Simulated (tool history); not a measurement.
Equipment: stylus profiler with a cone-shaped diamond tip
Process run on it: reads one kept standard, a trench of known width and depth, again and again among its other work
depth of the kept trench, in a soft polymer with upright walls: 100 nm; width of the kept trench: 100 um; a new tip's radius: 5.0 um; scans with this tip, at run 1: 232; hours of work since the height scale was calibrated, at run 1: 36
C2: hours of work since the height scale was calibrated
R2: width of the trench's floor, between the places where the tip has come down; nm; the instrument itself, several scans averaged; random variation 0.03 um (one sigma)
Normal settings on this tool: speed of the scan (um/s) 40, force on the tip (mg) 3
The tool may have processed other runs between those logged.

Run 1, hour 0: usual settings; scans with this tip 232; C2 36. Result: depth of the trench (nm) 101.85, R2 97950 nm.
Run 2, hour 15.8: usual settings but force on the tip (mg) 8.98; scans with this tip 308; C2 48. Result: depth of the trench (nm) 103.79, R2 98000 nm.
Run 3, hour 30: usual settings but force on the tip (mg) 8.98; scans with this tip 376; C2 58. Result: depth of the trench (nm) 103.8, R2 97960 nm.
Run 4, hour 48.9: usual settings but force on the tip (mg) 8.98; scans with this tip 466; C2 72. Result: depth of the trench (nm) 103.83, R2 97930 nm.
Run 5, hour 70.1: usual settings; scans with this tip 568; C2 88. Result: depth of the trench (nm) 101.85, R2 97900 nm.
Run 6, hour 84.8: usual settings; scans with this tip 638; C2 99. Result: depth of the trench (nm) 101.85, R2 97900 nm.
Run 7, hour 100.2: usual settings; scans with this tip 712; C2 110. Result: depth of the trench (nm) 101.82, R2 97880 nm.
Run 8, hour 112.8: usual settings; scans with this tip 772; C2 120. Result: depth of the trench (nm) 101.83, R2 97900 nm.
Run 9, hour 132.4: usual settings; scans with this tip 866; C2 134. Result: depth of the trench (nm) 101.81, R2 97940 nm.
Run 10, hour 148.9: usual settings; scans with this tip 945; C2 147. Result: depth of the trench (nm) 101.85, R2 97870 nm.
Run 11, hour 164.2: usual settings; scans with this tip 1018; C2 158. Result: depth of the trench (nm) 101.84, R2 97900 nm.
Run 12, hour 179.5: usual settings; scans with this tip 1092; C2 169. Result: depth of the trench (nm) 101.84, R2 97880 nm.
Run 13, hour 201.4: usual settings; scans with this tip 1196; C2 186. Result: depth of the trench (nm) 101.79, R2 97860 nm.
At hour 203.9: height scale calibrated on a step standard.
Run 14, hour 224.1: usual settings but speed of the scan (um/s) 50, force on the tip (mg) 1.2; scans with this tip 1303; C2 15. Result: depth of the trench (nm) 101.01, R2 97800 nm.
Run 15, hour 240.4: usual settings but speed of the scan (um/s) 50, force on the tip (mg) 1.2; scans with this tip 1380; C2 27. Result: depth of the trench (nm) 101.02, R2 97810 nm.
Run 16, hour 262.6: usual settings but speed of the scan (um/s) 50, force on the tip (mg) 1.2; scans with this tip 1487; C2 44. Result: depth of the trench (nm) 100.97, R2 97800 nm.
Run 17, hour 285: usual settings but speed of the scan (um/s) 15; scans with this tip 1594; C2 60. Result: depth of the trench (nm) 101.79, R2 97850 nm.
At hour 292.3: height scale calibrated on a step standard, once more.
Run 18, hour 301: usual settings but speed of the scan (um/s) 70, force on the tip (mg) 1.91; scans with this tip 1668; C2 7. Result: depth of the trench (nm) 101.33, R2 97770 nm.
Run 19, hour 317.4: usual settings but speed of the scan (um/s) 70, force on the tip (mg) 1.91; scans with this tip 1747; C2 19. Result: depth of the trench (nm) 101.31, R2 97770 nm.
Run 20, hour 334.3: usual settings but speed of the scan (um/s) 11, force on the tip (mg) 4.91; scans with this tip 1828; C2 31. Result: depth of the trench (nm) 102.51, R2 97930 nm.
Run 21, hour 356: usual settings but speed of the scan (um/s) 31, force on the tip (mg) 6.01; scans with this tip 1932; C2 47. Result: depth of the trench (nm) 102.78, R2 97880 nm.
Run 22, hour 371.6: usual settings but speed of the scan (um/s) 17, force on the tip (mg) 2.19; scans with this tip 2006; C2 59. Result: depth of the trench (nm) 101.43, R2 97860 nm.
Run 23, hour 391.2: usual settings but speed of the scan (um/s) 17, force on the tip (mg) 2.19; scans with this tip 2100; C2 73. Result: depth of the trench (nm) 101.41, R2 97880 nm.
Run 24, hour 411.4: usual settings but speed of the scan (um/s) 16, force on the tip (mg) 3.15; scans with this tip 2197; C2 88. Result: depth of the trench (nm) 101.82, R2 97920 nm.
Run 25, hour 429.4: usual settings but speed of the scan (um/s) 16, force on the tip (mg) 3.15; scans with this tip 2283; C2 102. Result: depth of the trench (nm) 101.84, R2 97900 nm.

What differs in the tool's unlogged condition from the final listed run ahead of each entry between runs to the first listed run following it?
From run 13 to run 14: height scale calibrated on a step standard (hour 203.9)
  radius of the tip, um: 5.23 -> 5.26; height scale over the true one, %: 0.006 -> 0.005
  measured minus no-state result, depth of the trench (nm): +0.01 -> +0; R2: -40 -> -60 nm
From run 17 to run 18: height scale calibrated on a step standard, once more (hour 292.3)
  radius of the tip, um: 5.33 -> 5.35; height scale over the true one, %: -0.006 -> -0.035
  measured minus no-state result, depth of the trench (nm): -0.01 -> -0.03; R2: -70 -> -70 nm
